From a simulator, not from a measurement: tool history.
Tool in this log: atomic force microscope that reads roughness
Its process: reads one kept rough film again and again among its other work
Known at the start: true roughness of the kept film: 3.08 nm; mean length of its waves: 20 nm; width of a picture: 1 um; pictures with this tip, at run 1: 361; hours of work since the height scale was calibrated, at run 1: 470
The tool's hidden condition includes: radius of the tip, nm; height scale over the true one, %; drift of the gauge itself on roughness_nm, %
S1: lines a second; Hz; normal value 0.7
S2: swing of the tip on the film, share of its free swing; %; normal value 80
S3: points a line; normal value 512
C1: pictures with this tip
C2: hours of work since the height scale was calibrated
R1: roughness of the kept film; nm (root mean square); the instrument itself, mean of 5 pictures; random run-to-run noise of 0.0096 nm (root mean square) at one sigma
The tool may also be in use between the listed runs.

run 1 hour=0 | S1=0.7 S2=80 S3=512 | C1=361 C2=470 | R1=1.185
-- hour=19.2 new tip fitted
run 2 hour=31.6 | S1=0.7 S2=80 S3=512 | C1=22 C2=486 | R1=2.055
run 3 hour=72.3 | S1=0.7 S2=80 S3=512 | C1=95 C2=507 | R1=1.788
run 4 hour=101 | S1=0.7 S2=80 S3=512 | C1=147 C2=522 | R1=1.611
run 5 hour=138.7 | S1=0.7 S2=80 S3=512 | C1=214 C2=542 | R1=1.444
run 6 hour=157.1 | S1=0.7 S2=80 S3=512 | C1=248 C2=551 | R1=1.384
run 7 hour=191.9 | S1=0.7 S2=80 S3=512 | C1=310 C2=569 | R1=1.281
run 8 hour=222.5 | S1=0.7 S2=90 S3=512 | C1=365 C2=585 | R1=1.151
-- hour=239.5 new tip fitted
run 9 hour=253.8 | S1=0.7 S2=90 S3=512 | C1=26 C2=601 | R1=1.939
run 10 hour=293.3 | S1=0.7 S2=80 S3=512 | C1=97 C2=622 | R1=1.756
run 11 hour=324.1 | S1=0.7 S2=80 S3=512 | C1=152 C2=638 | R1=1.617
run 12 hour=340.6 | S1=0.7 S2=84 S3=512 | C1=182 C2=646 | R1=1.51
run 13 hour=358.5 | S1=0.7 S2=80 S3=425 | C1=214 C2=656 | R1=1.455
run 14 hour=395.2 | S1=0.7 S2=80 S3=425 | C1=280 C2=675 | R1=1.328
run 15 hour=426.4 | S1=0.7 S2=80 S3=425 | C1=336 C2=691 | R1=1.229
run 16 hour=445.9 | S1=0.7 S2=80 S3=679 | C1=371 C2=701 | R1=1.187
-- hour=458.9 new tip fitted
run 17 hour=476.7 | S1=0.7 S2=80 S3=679 | C1=31 C2=717 | R1=2.052
run 18 hour=503.9 | S1=0.7 S2=80 S3=679 | C1=80 C2=731 | R1=1.849
run 19 hour=526 | S1=0.584 S2=57 S3=993 | C1=120 C2=743 | R1=1.83
run 20 hour=562.2 | S1=0.509 S2=63 S3=302 | C1=185 C2=762 | R1=1.569
run 21 hour=596.1 | S1=0.509 S2=63 S3=302 | C1=246 C2=779 | R1=1.429
run 22 hour=625.2 | S1=0.509 S2=63 S3=302 | C1=298 C2=794 | R1=1.353
run 23 hour=644.2 | S1=0.509 S2=63 S3=302 | C1=332 C2=804 | R1=1.296
run 24 hour=668.4 | S1=1.066 S2=80 S3=512 | C1=376 C2=817 | R1=1.134
-- hour=681.2 new tip fitted
run 25 hour=694 | S1=1.218 S2=80 S3=624 | C1=23 C2=830 | R1=1.945
run 26 hour=721.9 | S1=0.73 S2=80 S3=954 | C1=73 C2=844 | R1=1.839
run 27 hour=756.2 | S1=1.894 S2=74 S3=752 | C1=134 C2=862 | R1=1.562

Forecast each of these 4 alternatives for the next run:
run A hour=792.9 | S1=3.607 S2=85 S3=323 | C1=200 C2=881 | R1=?
run B hour=792.9 | S1=2.47 S2=74 S3=725 | C1=200 C2=881 | R1=?
run C hour=792.9 | S1=1.983 S2=59 S3=412 | C1=200 C2=881 | R1=?
run D hour=792.9 | S1=1.894 S2=72 S3=752 | C1=200 C2=881 | R1=?

run=A R1=1.051
run=B R1=1.347
run=C R1=1.509
run=D R1=1.424
Stripped of hidden state, with their random variation kept, the same runs would have yielded:
run=A R1=1.534
run=B R1=1.964
run=C R1=2.202
run=D R1=2.075
